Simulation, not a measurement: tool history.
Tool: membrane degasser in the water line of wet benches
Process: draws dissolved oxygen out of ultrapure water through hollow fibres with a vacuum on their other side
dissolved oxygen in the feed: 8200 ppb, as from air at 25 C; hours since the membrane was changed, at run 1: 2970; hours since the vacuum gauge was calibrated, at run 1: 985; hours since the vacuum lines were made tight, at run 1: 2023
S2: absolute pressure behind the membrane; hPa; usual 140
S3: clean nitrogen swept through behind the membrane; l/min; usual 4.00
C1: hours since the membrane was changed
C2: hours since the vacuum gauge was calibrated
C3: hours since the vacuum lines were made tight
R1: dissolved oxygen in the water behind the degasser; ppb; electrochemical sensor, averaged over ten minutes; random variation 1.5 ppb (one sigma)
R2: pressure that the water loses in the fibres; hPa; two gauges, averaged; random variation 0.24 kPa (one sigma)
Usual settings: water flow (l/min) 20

{"run": 1, "day": 0.0, "water flow (l/min)": 20, "S2": 140, "S3": 4.0, "C1": 2970, "C2": 985, "C3": 2023, "R1": 152.9, "R2": 653.9}
{"run": 2, "day": 2.912, "water flow (l/min)": 20, "S2": 140, "S3": 4.0, "C1": 3040, "C2": 1054, "C3": 2093, "R1": 153.4, "R2": 653.5}
{"run": 3, "day": 6.7, "water flow (l/min)": 20, "S2": 140, "S3": 5.14, "C1": 3131, "C2": 1145, "C3": 2184, "R1": 126.8, "R2": 658.8}
{"run": 4, "day": 10.975, "water flow (l/min)": 31, "S2": 140, "S3": 4.0, "C1": 3233, "C2": 1248, "C3": 2286, "R1": 283.5, "R2": 1017.4}
{"run": 5, "day": 16.633, "water flow (l/min)": 31, "S2": 140, "S3": 4.0, "C1": 3369, "C2": 1384, "C3": 2422, "R1": 285.8, "R2": 1024.8}
{"run": 6, "day": 19.638, "water flow (l/min)": 31, "S2": 140, "S3": 4.0, "C1": 3441, "C2": 1456, "C3": 2494, "R1": 286.9, "R2": 1022.4}
{"run": 7, "day": 23.242, "water flow (l/min)": 31, "S2": 140, "S3": 4.0, "C1": 3528, "C2": 1542, "C3": 2581, "R1": 287.8, "R2": 1032.3}
{"run": 8, "day": 26.792, "water flow (l/min)": 31, "S2": 140, "S3": 4.0, "C1": 3613, "C2": 1628, "C3": 2666, "R1": 284.1, "R2": 1028.1}
{"run": 9, "day": 31.438, "water flow (l/min)": 20, "S2": 200, "S3": 4.0, "C1": 3724, "C2": 1739, "C3": 2778, "R1": 227.7, "R2": 663.8}
{"run": 10, "day": 34.767, "water flow (l/min)": 20, "S2": 200, "S3": 4.0, "C1": 3804, "C2": 1819, "C3": 2858, "R1": 230.1, "R2": 661.2}
{"run": 11, "day": 40.683, "water flow (l/min)": 20, "S2": 140, "S3": 5.98, "C1": 3946, "C2": 1961, "C3": 2999, "R1": 115.1, "R2": 658.7}
{"run": 12, "day": 43.392, "water flow (l/min)": 20, "S2": 140, "S3": 5.98, "C1": 4011, "C2": 2026, "C3": 3065, "R1": 113.3, "R2": 666.5}
{"run": 13, "day": 48.579, "water flow (l/min)": 20, "S2": 140, "S3": 5.98, "C1": 4136, "C2": 2150, "C3": 3189, "R1": 115.7, "R2": 665.5}
{"run": 14, "day": 53.275, "water flow (l/min)": 20, "S2": 282, "S3": 5.98, "C1": 4248, "C2": 2263, "C3": 3302, "R1": 226.6, "R2": 672.7}
{"run": 15, "day": 56.692, "water flow (l/min)": 20, "S2": 282, "S3": 3.43, "C1": 4331, "C2": 2345, "C3": 3384, "R1": 370.0, "R2": 672.6}
{"run": 16, "day": 59.138, "water flow (l/min)": 20, "S2": 140, "S3": 4.0, "C1": 4389, "C2": 2404, "C3": 3442, "R1": 157.8, "R2": 670.6}
{"run": 17, "day": 64.308, "water flow (l/min)": 20, "S2": 106, "S3": 4.01, "C1": 4513, "C2": 2528, "C3": 3566, "R1": 117.0, "R2": 674.1}
{"run": 18, "day": 67.267, "water flow (l/min)": 20, "S2": 349, "S3": 4.0, "C1": 4584, "C2": 2599, "C3": 3637, "R1": 405.5, "R2": 672.8}
{"run": 19, "day": 70.246, "water flow (l/min)": 20, "S2": 349, "S3": 4.0, "C1": 4656, "C2": 2671, "C3": 3709, "R1": 407.4, "R2": 675.4}
{"day": 70.683, "done": "vacuum gauge calibrated"}
{"run": 20, "day": 74.417, "water flow (l/min)": 13, "S2": 241, "S3": 4.0, "C1": 4755, "C2": 90, "C3": 3809, "R1": 178.6, "R2": 438.0}
{"run": 21, "day": 78.471, "water flow (l/min)": 13, "S2": 241, "S3": 4.0, "C1": 4853, "C2": 187, "C3": 3906, "R1": 179.4, "R2": 444.1}

Forecast run 22:
{"run": 22, "day": 82.196, "water flow (l/min)": 20, "S2": 140, "S3": 7.07, "C1": 4942, "C2": 276, "C3": 3995, "R1": "?", "R2": "?"}

{"run 22": {"R1": 104.7, "R2": 678.8}}
Without the tool's hidden state the same run would have given R1 88.7 ppb, R2 621.5 hPa.
